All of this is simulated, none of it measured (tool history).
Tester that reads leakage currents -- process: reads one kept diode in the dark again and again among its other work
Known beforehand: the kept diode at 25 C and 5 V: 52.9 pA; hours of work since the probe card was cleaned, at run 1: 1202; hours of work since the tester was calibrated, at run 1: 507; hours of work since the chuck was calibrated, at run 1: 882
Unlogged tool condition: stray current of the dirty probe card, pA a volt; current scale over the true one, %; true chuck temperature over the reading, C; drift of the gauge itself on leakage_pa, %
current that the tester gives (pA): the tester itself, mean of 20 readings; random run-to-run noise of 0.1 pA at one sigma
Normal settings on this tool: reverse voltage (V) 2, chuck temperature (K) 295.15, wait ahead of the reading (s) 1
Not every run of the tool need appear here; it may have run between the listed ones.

run	hour	reverse voltage (V)	chuck temperature (K)	wait ahead of the reading (s)	hours of work since the probe card was cleaned	hours of work since the tester was calibrated	hours of work since the chuck was calibrated	current that the tester gives (pA)
1	0	2	295.15	1	1202	507	882	28.97
2	52	2	295.15	1	1223	528	903	28.74
3	81.2	2	295.15	1	1235	540	915	28.89
4	111.5	2	295.15	0.42	1248	553	927	29.54
5	151.6	2	295.15	1	1264	569	944	29.13
6	181	2	295.15	1	1276	581	956	29.09
7	226.2	2	299.15	1	1294	599	974	40.89
8	260.3	2	299.15	1	1308	613	988	40.67
9	313.8	2	298.15	1	1330	635	1010	37.56
10	347.8	2	295.15	1	1344	649	1024	28.66
11	388.8	2	295.15	3.88	1361	666	1040	28.54
12	427.5	2	307.15	1	1377	682	1056	79.2
13	470.8	2	307.15	1	1394	699	1074	79.58
14	525.1	2	307.15	1	1416	721	1096	79.34
15	558	2	307.15	1	1430	735	1109	79.72
16	591	2	307.15	1	1443	748	1123	79.3
17	624	2	307.15	1	1457	762	1136	79.88
18	660.3	2	295.15	1	1472	777	1151	29.04
19	712.6	2	295.15	1	1493	798	1172	28.96
20	761.8	2	295.15	0.35	1513	818	1193	29.84
21	792.9	3.6	315.15	1.2	1526	831	1205	188.68
22	832	3.6	315.15	1.2	1542	847	1221	189.1
23	867.4	1.27	296.15	8.66	1556	861	1236	26.06
24	913.6	13.7	321.15	1	1575	880	1254	501.13
25	948.8	4.36	323.15	5.02	1589	894	1269	371.79
26	988.4	1.55	322.15	5.02	1605	910	1285	231.01
27	1023.7	2	295.15	3.07	1620	925	1299	28.58
28	1078.5	7.11	294.15	1	1642	947	1322	44.11
29	1128.1	1.89	294.15	1	1662	967	1342	25.93
30	1157.7	1.89	294.15	1	1674	979	1354	26.2
31	1212.6	1.89	294.15	1	1697	1002	1376	25.86
32	1239.7	1.89	326.15	6.21	1708	1013	1388	333.6
33	1264.1	1.89	326.15	6.21	1718	1023	1397	333.74
34	1295.2	10.29	328.15	6.21	1731	1036	1410	745
35	1334.4	1.18	306.15	1.58	1747	1052	1426	59.72
36	1388.4	1.18	306.15	1.58	1769	1074	1448	59.2
37	1412.1	1.76	327.15	8.96	1778	1083	1458	347.62
38	1436	14.32	312.15	1.17	1788	1093	1468	257.24
39	1489.5	14.32	312.15	1.17	1810	1115	1489	258.72

For some of the steps in current that the tester gives (pA) from one run to the next: how much would appear even if the tool had no hidden state, given the settings, what came in and random variation, and how much remains for the hidden state plus any gauge scatter that the measured result and the result without hidden state don't share?
Run 23 -> 24: reverse voltage (V) 1.27 -> 13.7, chuck temperature (K) 296.15 -> 321.15, wait ahead of the reading (s) 8.66 -> 1. current that the tester gives (pA) +475.07: hidden state -0.22, all else +475.29.
Run 31 -> 32: chuck temperature (K) 294.15 -> 326.15, wait ahead of the reading (s) 1 -> 6.21. current that the tester gives (pA) +307.74: hidden state -0.23, all else +307.97.
Run 33 -> 34: reverse voltage (V) 1.89 -> 10.29, chuck temperature (K) 326.15 -> 328.15. current that the tester gives (pA) +411.26: hidden state -0.24, all else +411.5.
Run 34 -> 35: reverse voltage (V) 10.29 -> 1.18, chuck temperature (K) 328.15 -> 306.15, wait ahead of the reading (s) 6.21 -> 1.58. current that the tester gives (pA) -685.28: hidden state +0.43, all else -685.71.

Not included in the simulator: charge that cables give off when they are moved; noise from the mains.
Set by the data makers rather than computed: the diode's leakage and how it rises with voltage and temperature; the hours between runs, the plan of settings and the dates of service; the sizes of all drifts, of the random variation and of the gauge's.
